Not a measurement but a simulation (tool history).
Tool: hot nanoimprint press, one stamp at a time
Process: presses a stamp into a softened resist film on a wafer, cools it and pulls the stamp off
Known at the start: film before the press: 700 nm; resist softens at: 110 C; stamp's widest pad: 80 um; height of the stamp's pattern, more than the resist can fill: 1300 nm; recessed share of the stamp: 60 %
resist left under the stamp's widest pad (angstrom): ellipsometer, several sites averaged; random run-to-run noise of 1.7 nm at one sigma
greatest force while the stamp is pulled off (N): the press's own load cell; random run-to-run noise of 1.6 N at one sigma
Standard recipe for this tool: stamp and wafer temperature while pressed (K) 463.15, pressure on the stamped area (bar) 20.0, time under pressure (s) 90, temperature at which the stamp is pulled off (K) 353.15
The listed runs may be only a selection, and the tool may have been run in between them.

run   hour  stamp and wafer temperature while pressed (K)  pressure on the stamped area (bar)  time under pressure (s)  temperature at which the stamp is pulled off (K)  resist left under the stamp's widest pad (angstrom)  greatest force while the stamp is pulled off (N)
  1    0.0                                         463.15                                20.0                       90                                            353.15                                                 2792                                               100
  2   19.9                                         463.15                                20.0                       90                                            353.15                                                 2773                                               101
  3   34.6                                         463.15                                20.0                       90                                            353.15                                                 2775                                                98
  4   49.0                                         463.15                                20.0                       90                                            353.15                                                 2795                                               101
  5   57.8                                         463.15                                20.0                       90                                            353.15                                                 2805                                               100
  6   74.5                                         463.15                                20.0                       90                                            353.15                                                 2785                                                99
  7   87.7                                         463.15                                20.0                       90                                            353.15                                                 2822                                                98
  8  106.9                                         463.15                                20.0                       90                                            353.15                                                 2766                                               101
  9  119.8                                         463.15                                20.0                       90                                            353.15                                                 2810                                                99
 10  138.9                                         463.15                                20.0                       90                                            353.15                                                 2805                                                99
 11  148.3                                         463.15                                20.0                       90                                            353.15                                                 2786                                               100
 12  163.0                                         463.15                                20.0                       90                                            353.15                                                 2796                                                99
 13  175.9                                         463.15                                20.0                       90                                            353.15                                                 2767                                                99
 14  193.2                                         463.15                                20.0                       90                                            353.15                                                 2804                                                98
 15  204.0                                         463.15                                20.0                       90                                            353.15                                                 2744                                                98
 16  223.1                                         459.15                                31.8                       90                                            353.15                                                 2319                                               100
 17  240.6                                         459.15                                31.8                       90                                            353.15                                                 2362                                                97
 18  254.8                                         470.15                                16.9                       65                                            353.15                                                 2944                                                99
 19  271.1                                         461.15                                27.1                       66                                            351.15                                                 2722                                               101

Run 20 comes next. What will it give?
 20  292.4                                         463.15                                20.0                      110                                            360.15                                                    ?                                                 ?

{"run 20": {"resist left under the stamp's widest pad (angstrom)": 2623, "greatest force while the stamp is pulled off (N)": 85}}
Minus the tool's unlogged condition, the same run would have read resist left under the stamp's widest pad (angstrom) 2618, greatest force while the stamp is pulled off (N) 85.
